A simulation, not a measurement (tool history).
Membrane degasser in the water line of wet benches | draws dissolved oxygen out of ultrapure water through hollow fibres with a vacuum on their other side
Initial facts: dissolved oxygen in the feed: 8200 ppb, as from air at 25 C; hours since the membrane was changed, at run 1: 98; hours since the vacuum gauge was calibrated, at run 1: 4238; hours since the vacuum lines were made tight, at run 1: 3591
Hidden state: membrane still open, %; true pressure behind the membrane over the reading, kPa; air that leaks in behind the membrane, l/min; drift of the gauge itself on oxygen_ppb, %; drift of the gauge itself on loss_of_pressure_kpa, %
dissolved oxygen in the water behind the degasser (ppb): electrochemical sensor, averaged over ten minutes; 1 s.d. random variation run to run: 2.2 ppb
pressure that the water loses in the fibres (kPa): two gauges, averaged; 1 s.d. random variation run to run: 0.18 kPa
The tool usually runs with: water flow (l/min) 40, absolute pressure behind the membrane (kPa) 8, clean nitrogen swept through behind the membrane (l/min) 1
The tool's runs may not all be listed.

run    hour  water flow (l/min)  absolute pressure behind the membrane (kPa)  clean nitrogen swept through behind the membrane (l/min)  hours since the membrane was changed  hours since the vacuum gauge was calibrated  hours since the vacuum lines were made tight  dissolved oxygen in the water behind the degasser (ppb)  pressure that the water loses in the fibres (kPa)
  1       0                  40                                            8                                                         1                                    98                                         4238                                          3591                                                    402.1                                              35.31
  2    32.4                  40                                            8                                                         1                                   131                                         4271                                          3624                                                    404.9                                              35.42
  3    69.9                  40                                            8                                                         1                                   168                                         4308                                          3661                                                    406.3                                              35.42
  4    92.6                  40                                            8                                                         1                                   191                                         4331                                          3684                                                      410                                              35.33
  5   117.5                  40                                            8                                                         1                                   216                                         4356                                          3709                                                    410.6                                              35.18
  6   146.4                  40                                            8                                                         1                                   245                                         4385                                          3738                                                    408.5                                              35.25
  7   181.4                  40                                            8                                                         1                                   280                                         4420                                          3773                                                    408.2                                               35.3
  8   211.9                  40                                            8                                                         1                                   310                                         4450                                          3803                                                    410.1                                              35.32
  9   239.6                  40                                            8                                                         1                                   338                                         4478                                          3831                                                      410                                              35.24
 10   285.6                  40                                            8                                                         1                                   384                                         4524                                          3877                                                    410.7                                              35.04
 11   324.9                  40                                            8                                                         1                                   423                                         4563                                          3916                                                    409.1                                              35.05
 12     351                  40                                            8                                                         1                                   449                                         4589                                          3942                                                    411.2                                              35.34
 13     388                  40                                            8                                                         1                                   486                                         4626                                          3979                                                      407                                              35.08
 14   438.8                  40                                            8                                                         1                                   537                                         4677                                          4030                                                    413.8                                              35.23
 15   466.6                  40                                            8                                                         1                                   565                                         4705                                          4058                                                    410.3                                              35.32
 16     509                  40                                            8                                                         1                                   607                                         4747                                          4100                                                    413.2                                              35.41
 17   544.2                  40                                            8                                                         1                                   643                                         4782                                          4135                                                    412.7                                              35.28
 18   586.7                  40                                            8                                                         1                                   685                                         4825                                          4178                                                    414.7                                              34.97
 19   634.5                  50                                            8                                                      2.39                                   733                                         4873                                          4226                                                    295.6                                              44.02
 20     672                  40                                            8                                                      1.37                                   770                                         4910                                          4263                                                    329.5                                              35.12
 21   696.4                  26                                         8.26                                                      0.91                                   795                                         4935                                          4288                                                    310.9                                              22.92
 22   747.6                  26                                            8                                                         1                                   846                                         4986                                          4339                                                    277.8                                              22.84
 23   792.9                  40                                        15.88                                                         1                                   891                                         5031                                          4384                                                    976.4                                              35.19
 24   833.6                  40                                        15.88                                                         1                                   932                                         5072                                          4425                                                    967.9                                              35.16
      876.2  -- gauge calibrated
 25     885                  29                                         6.11                                                         1                                   983                                         5123                                          4476                                                    186.6                                              25.32
 26     913                  54                                        12.12                                                      2.87                                  1011                                         5151                                          4504                                                      449                                              47.68
 27   960.9                  51                                        12.12                                                      2.87                                  1059                                         5199                                          4552                                                    419.6                                              44.98
 28  1011.5                  37                                         9.31                                                       1.8                                  1110                                         5250                                          4603                                                    300.3                                              32.59
 29  1049.8                  40                                        10.83                                                         1                                  1148                                         5288                                          4641                                                    616.1                                              35.12
 30  1093.3                  29                                        15.66                                                         1                                  1192                                         5331                                          4685                                                    729.1                                              25.48
 31  1144.9                  40                                         13.9                                                         1                                  1243                                         5383                                          4736                                                    829.4                                              35.43

Difference, measured minus no-hidden-state, one row per run. Run-to-run variation is common to both terms; the gauge's own scatter need not be:
run  dissolved oxygen in the water behind the degasser (ppb)
  1                                                     +0.2
  2                                                     +0.6
  3                                                       +1
  4                                                     +1.3
  5                                                     +1.6
  6                                                       +2
  7                                                     +2.4
  8                                                     +2.8
  9                                                     +3.2
 10                                                     +3.8
 11                                                     +4.2
 12                                                     +4.5
 13                                                       +5
 14                                                     +5.7
 15                                                       +6
 16                                                     +6.5
 17                                                       +7
 18                                                     +7.5
 19                                                     +5.8
 20                                                     +6.8
 21                                                     +6.7
 22                                                     +6.3
 23                                                    +23.5
 24                                                    +24.4
 25                                                     +0.2
 26                                                     +0.7
 27                                                     +1.2
 28                                                     +1.4
 29                                                     +3.5
 30                                                       +5
 31                                                       +7
pressure that the water loses in the fibres (kPa): differs from the measured result by no more than 0.01 in any run.
